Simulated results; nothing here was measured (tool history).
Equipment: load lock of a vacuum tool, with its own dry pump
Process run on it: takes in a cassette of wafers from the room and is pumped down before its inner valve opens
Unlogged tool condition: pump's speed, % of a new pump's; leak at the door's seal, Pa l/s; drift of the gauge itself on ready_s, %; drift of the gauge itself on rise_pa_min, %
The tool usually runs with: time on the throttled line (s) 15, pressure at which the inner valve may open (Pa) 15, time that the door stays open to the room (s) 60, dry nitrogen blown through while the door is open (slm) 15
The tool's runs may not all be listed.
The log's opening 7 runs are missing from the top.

run     day  time on the throttled line (s)  pressure at which the inner valve may open (Pa)  time that the door stays open to the room (s)  dry nitrogen blown through while the door is open (slm)  hours that the pump has run since its overhaul  times that the door has closed on its seal  incoming humidity of the room's air, %  time from the closed door until the inner valve may open (s)  rise of the pressure with all valves shut (Pa/min)
  8  38.921                              15                                               16                                             60                                                       15                                            4858                                       33229                                    44.2                                                         24.70                                               0.322
  9  42.854                              15                                               15                                             60                                                       15                                            4952                                       33546                                    47.9                                                         24.93                                               0.327
 10  48.696                              15                                               15                                             60                                                       15                                            5092                                       34018                                    44.3                                                         24.97                                               0.326
 11  53.746                              15                                               15                                             60                                                       15                                            5213                                       34425                                    44.5                                                         24.98                                               0.344
 12  58.100                              15                                               18                                             60                                                       15                                            5318                                       34776                                    47.8                                                         24.66                                               0.336
 13  63.675                              15                                               26                                             60                                                       15                                            5452                                       35226                                    49.3                                                         24.06                                               0.357
 14  70.229                              11                                               15                                             60                                                       15                                            5609                                       35755                                    44.2                                                         21.76                                               0.357
 15  76.483                              11                                               16                                             60                                                       15                                            5759                                       36259                                    45.2                                                         21.56                                               0.359
 16  82.629                              11                                               16                                             60                                                       15                                            5907                                       36755                                    48.8                                                         21.52                                               0.374

Run 17, settings as shown, results not yet in. Your forecast:
 17  85.629                              15                                               10                                            196                                                       11                                            5979                                       36997                                    46.7                                                             ?                                                   ?

time from the closed door until the inner valve may open (s): 25.61
rise of the pressure with all valves shut (Pa/min): 0.446
Had the tool carried no hidden state, the very same run would have given time from the closed door until the inner valve may open (s) 24.91, rise of the pressure with all valves shut (Pa/min) 0.165.
